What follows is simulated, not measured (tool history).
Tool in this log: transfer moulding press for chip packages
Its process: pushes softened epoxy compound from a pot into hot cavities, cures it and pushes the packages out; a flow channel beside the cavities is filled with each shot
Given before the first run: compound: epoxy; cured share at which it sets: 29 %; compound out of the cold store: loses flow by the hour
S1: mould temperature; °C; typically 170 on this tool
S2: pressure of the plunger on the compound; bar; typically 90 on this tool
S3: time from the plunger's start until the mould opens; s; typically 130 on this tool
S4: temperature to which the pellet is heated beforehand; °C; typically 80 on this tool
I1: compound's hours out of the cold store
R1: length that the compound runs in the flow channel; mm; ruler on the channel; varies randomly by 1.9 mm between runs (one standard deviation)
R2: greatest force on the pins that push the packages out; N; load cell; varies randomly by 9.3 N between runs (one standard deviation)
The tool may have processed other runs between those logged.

run,hour,S1,S2,S3,S4,I1,R1,R2
1,0,170,90,130,80,14.1,738,739
# hour 19.9: cavities cleaned with cleaning compound and waxed
2,23.6,170,90,130,80,13.5,743,458
3,46.6,170,90,130,80,8.4,762,608
4,67.2,170,90,130,80,12,745,691
5,80.6,170,90,130,80,45.5,617,669
# hour 84: mould's thermocouples calibrated
6,106,170,90,130,80,26,687,725
# hour 108.7: cavities cleaned with cleaning compound and waxed
7,122.8,170,90,130,80,19.5,715,522
8,139.2,170,105.3,111,75,9,817,816
9,165.1,170,105.3,111,75,30.7,722,881
10,189.1,170,105.3,111,75,13,796,1035
# hour 195.3: cavities cleaned with cleaning compound and waxed
11,216.8,170,105.3,111,75,35.6,697,722
# hour 230.4: mould's thermocouples calibrated, once more
12,232.9,170,105.3,111,75,26.2,738,802
13,254.9,171,78.9,160,81,41.4,581,591

Forecast each of these 5 alternatives for the next run:
A,280.7,170,109.6,111,80,39.7,?,?
B,280.7,170,90,130,80,22.7,?,?
C,280.7,167,78.9,165,84,40.5,?,?
D,280.7,163,95.6,130,72,46.2,?,?
E,280.7,171,77.2,160,81,22,?,?

run,R1,R2
A,693,917
B,693,754
C,590,669
D,637,1085
E,641,639
What these runs would have given with no unlogged condition in the tool:
run,R1,R2
A,714,508
B,714,417
C,607,372
D,656,599
E,661,353
